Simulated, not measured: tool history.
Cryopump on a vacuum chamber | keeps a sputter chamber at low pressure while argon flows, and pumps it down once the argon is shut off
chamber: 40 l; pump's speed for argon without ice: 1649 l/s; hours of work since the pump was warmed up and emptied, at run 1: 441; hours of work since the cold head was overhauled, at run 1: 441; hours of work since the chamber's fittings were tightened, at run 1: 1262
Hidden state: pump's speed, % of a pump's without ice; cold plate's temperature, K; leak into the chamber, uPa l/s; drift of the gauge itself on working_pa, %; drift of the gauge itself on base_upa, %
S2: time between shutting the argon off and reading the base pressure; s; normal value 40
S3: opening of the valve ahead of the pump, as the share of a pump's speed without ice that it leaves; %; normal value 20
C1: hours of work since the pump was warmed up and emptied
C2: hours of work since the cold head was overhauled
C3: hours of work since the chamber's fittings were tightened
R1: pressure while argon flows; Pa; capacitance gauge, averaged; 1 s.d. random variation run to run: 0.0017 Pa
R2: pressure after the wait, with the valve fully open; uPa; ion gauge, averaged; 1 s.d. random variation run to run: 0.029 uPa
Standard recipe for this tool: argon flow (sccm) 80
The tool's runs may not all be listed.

run 1 hour=0.0 | argon_flow_(sccm)=80 S2=40 S3=20 | C1=441 C2=441 C3=1262 | R1=0.4328 R2=2.55
run 2 hour=39.9 | argon_flow_(sccm)=80 S2=40 S3=20 | C1=463 C2=463 C3=1283 | R1=0.4362 R2=2.61
run 3 hour=69.4 | argon_flow_(sccm)=80 S2=40 S3=20 | C1=478 C2=478 C3=1299 | R1=0.4356 R2=2.64
run 4 hour=103.8 | argon_flow_(sccm)=80 S2=40 S3=20 | C1=497 C2=497 C3=1318 | R1=0.4351 R2=2.66
run 5 hour=134.1 | argon_flow_(sccm)=106 S2=40 S3=20 | C1=513 C2=513 C3=1334 | R1=0.5803 R2=2.73
run 6 hour=176.4 | argon_flow_(sccm)=106 S2=40 S3=46 | C1=535 C2=535 C3=1356 | R1=0.2763 R2=2.85
run 7 hour=196.7 | argon_flow_(sccm)=80 S2=40 S3=20 | C1=546 C2=546 C3=1367 | R1=0.4425 R2=2.84
run 8 hour=219.0 | argon_flow_(sccm)=80 S2=155 S3=20 | C1=558 C2=558 C3=1379 | R1=0.4404 R2=1.87
run 9 hour=240.2 | argon_flow_(sccm)=80 S2=155 S3=20 | C1=569 C2=569 C3=1390 | R1=0.4458 R2=1.92
run 10 hour=276.6 | argon_flow_(sccm)=80 S2=155 S3=55 | C1=589 C2=589 C3=1410 | R1=0.1845 R2=1.95
run 11 hour=309.8 | argon_flow_(sccm)=80 S2=40 S3=27 | C1=606 C2=606 C3=1427 | R1=0.3390 R2=2.88
run 12 hour=328.8 | argon_flow_(sccm)=80 S2=40 S3=59 | C1=617 C2=617 C3=1437 | R1=0.1747 R2=2.98
run 13 hour=367.0 | argon_flow_(sccm)=80 S2=40 S3=59 | C1=637 C2=637 C3=1458 | R1=0.1775 R2=2.97
run 14 hour=388.6 | argon_flow_(sccm)=80 S2=40 S3=59 | C1=648 C2=648 C3=1469 | R1=0.1793 R2=2.93
run 15 hour=415.3 | argon_flow_(sccm)=80 S2=40 S3=59 | C1=663 C2=663 C3=1483 | R1=0.1794 R2=2.99
run 16 hour=446.5 | argon_flow_(sccm)=80 S2=40 S3=59 | C1=679 C2=679 C3=1500 | R1=0.1790 R2=3.14
run 17 hour=482.5 | argon_flow_(sccm)=80 S2=40 S3=59 | C1=698 C2=698 C3=1519 | R1=0.1832 R2=3.12
-- hour=521.0 pump warmed up, emptied and cooled again
run 18 hour=524.4 | argon_flow_(sccm)=53 S2=40 S3=21 | C1=2 C2=718 C3=1539 | R1=0.2577 R2=2.45
run 19 hour=566.9 | argon_flow_(sccm)=36 S2=111 S3=32 | C1=24 C2=741 C3=1562 | R1=0.1160 R2=1.74
run 20 hour=594.2 | argon_flow_(sccm)=67 S2=111 S3=32 | C1=39 C2=755 C3=1576 | R1=0.2180 R2=1.75
run 21 hour=636.6 | argon_flow_(sccm)=50 S2=183 S3=37 | C1=62 C2=778 C3=1599 | R1=0.1405 R2=1.66
run 22 hour=665.6 | argon_flow_(sccm)=50 S2=183 S3=22 | C1=77 C2=793 C3=1614 | R1=0.2365 R2=1.56
run 23 hour=707.7 | argon_flow_(sccm)=47 S2=40 S3=30 | C1=99 C2=816 C3=1637 | R1=0.1633 R2=2.68
run 24 hour=736.5 | argon_flow_(sccm)=80 S2=49 S3=20 | C1=115 C2=831 C3=1652 | R1=0.4183 R2=2.55
run 25 hour=772.7 | argon_flow_(sccm)=80 S2=49 S3=20 | C1=134 C2=850 C3=1671 | R1=0.4180 R2=2.44
run 26 hour=814.1 | argon_flow_(sccm)=143 S2=40 S3=20 | C1=156 C2=872 C3=1693 | R1=0.7472 R2=2.75
run 27 hour=859.0 | argon_flow_(sccm)=80 S2=29 S3=20 | C1=180 C2=896 C3=1717 | R1=0.4222 R2=3.16
run 28 hour=898.2 | argon_flow_(sccm)=45 S2=29 S3=20 | C1=201 C2=917 C3=1738 | R1=0.2367 R2=3.17
run 29 hour=933.0 | argon_flow_(sccm)=45 S2=29 S3=20 | C1=219 C2=936 C3=1757 | R1=0.2370 R2=3.40
run 30 hour=972.2 | argon_flow_(sccm)=45 S2=29 S3=21 | C1=240 C2=957 C3=1777 | R1=0.2261 R2=3.34
run 31 hour=995.7 | argon_flow_(sccm)=41 S2=43 S3=57 | C1=253 C2=969 C3=1790 | R1=0.0813 R2=2.82
run 32 hour=1018.0 | argon_flow_(sccm)=107 S2=75 S3=24 | C1=265 C2=981 C3=1802 | R1=0.4770 R2=2.29
run 33 hour=1054.1 | argon_flow_(sccm)=80 S2=52 S3=30 | C1=284 C2=1000 C3=1821 | R1=0.2889 R2=2.64
run 34 hour=1095.5 | argon_flow_(sccm)=59 S2=53 S3=30 | C1=306 C2=1022 C3=1843 | R1=0.2149 R2=2.59

3 ways to go on from here, each from the tool as it stands after run 34. What would each give?
run A hour=1124.2 | argon_flow_(sccm)=80 S2=117 S3=15 | C1=321 C2=1038 C3=1858 | R1=? R2=?
run B hour=1124.2 | argon_flow_(sccm)=59 S2=234 S3=45 | C1=321 C2=1038 C3=1858 | R1=? R2=?
run C hour=1124.2 | argon_flow_(sccm)=147 S2=41 S3=50 | C1=321 C2=1038 C3=1858 | R1=? R2=?

run=A R1=0.5657 R2=2.18
run=B R1=0.1464 R2=1.92
run=C R1=0.3348 R2=2.97
Without the tool's unlogged condition, the same runs would have read:
run=A R1=0.5482 R2=0.60
run=B R1=0.1335 R2=0.36
run=C R1=0.3025 R2=1.41
